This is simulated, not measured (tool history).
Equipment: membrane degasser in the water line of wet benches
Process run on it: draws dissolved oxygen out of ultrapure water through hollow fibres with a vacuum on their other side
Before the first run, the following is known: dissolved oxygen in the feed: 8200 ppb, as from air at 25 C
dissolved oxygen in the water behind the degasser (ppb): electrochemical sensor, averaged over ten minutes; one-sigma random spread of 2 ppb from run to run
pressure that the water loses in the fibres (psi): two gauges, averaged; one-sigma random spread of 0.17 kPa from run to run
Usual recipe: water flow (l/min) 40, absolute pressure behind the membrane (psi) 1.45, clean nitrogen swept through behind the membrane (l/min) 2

run     day  water flow (l/min)  absolute pressure behind the membrane (psi)  clean nitrogen swept through behind the membrane (l/min)  dissolved oxygen in the water behind the degasser (ppb)  pressure that the water loses in the fibres (psi)
  1       0                  40                                         1.45                                                         2                                                    329.1                                              3.597
  2   1.662                  40                                         1.45                                                         2                                                      326                                              3.664
  3   4.025                  40                                         1.45                                                         2                                                    322.2                                              3.645
  4   5.821                  40                                         1.45                                                         2                                                    324.1                                               3.61
  5   7.896                  40                                         1.45                                                         2                                                    324.8                                              3.623
  6  10.725                  40                                         1.45                                                         2                                                    326.5                                              3.584
  7  12.854                  40                                         1.45                                                         2                                                    326.3                                              3.626
  8   15.85                  40                                         1.45                                                      2.19                                                    305.4                                              3.624
  9  18.521                  40                                         1.45                                                      1.25                                                    468.3                                              3.675
 10  22.267                  40                                         1.45                                                         2                                                    327.7                                              3.656
 11   25.95                  40                                         1.45                                                         2                                                    323.8                                              3.632
 12  29.617                  40                                         1.45                                                         2                                                    324.5                                              3.661
 13  31.342                  40                                         1.97                                                      4.99                                                    227.4                                               3.64
 14  35.217                  40                                         1.45                                                      1.82                                                    352.9                                              3.649
 15  36.783                  48                                         1.45                                                         2                                                    392.4                                              4.383
 16  39.212                  48                                         3.35                                                      5.17                                                    464.9                                              4.408
 17  42.246                  27                                         1.22                                                      4.44                                                     88.4                                               2.45
 18  44.908                  45                                         0.93                                                         2                                                    198.8                                              4.051
 19  47.025                  53                                         1.45                                                         2                                                    430.7                                              4.896
 20  48.679                  29                                         1.45                                                      5.15                                                    107.6                                              2.641
 21  50.646                  27                                         1.33                                                         2                                                    199.1                                               2.47
 22  53.167                  31                                         1.74                                                      2.32                                                    285.1                                              2.833
 23  56.738                  40                                            1                                                         2                                                    197.6                                              3.614

What if the next run were any one of these 5? Each begins from the tool's condition after run 23:
  A  58.325                  27                                         1.06                                                      1.79                                                        ?                                                  ?
  B  58.325                  40                                          1.9                                                         2                                                        ?                                                  ?
  C  58.325                  40                                         2.03                                                         2                                                        ?                                                  ?
  D  58.325                  27                                         1.35                                                      1.51                                                        ?                                                  ?
  E  58.325                  40                                         1.94                                                      1.09                                                        ?                                                  ?

run  dissolved oxygen in the water behind the degasser (ppb)  pressure that the water loses in the fibres (psi)
  A                                                    154.6                                              2.464
  B                                                    458.2                                              3.701
  C                                                    491.2                                              3.652
  D                                                    256.9                                              2.499
  E                                                    744.4                                              3.674
Without the tool's unlogged condition, the same runs would have read:
run  dissolved oxygen in the water behind the degasser (ppb)  pressure that the water loses in the fibres (psi)
  A                                                    149.8                                               2.44
  B                                                    450.6                                              3.664
  C                                                    483.4                                              3.614
  D                                                    250.7                                              2.473
  E                                                    737.1                                              3.636
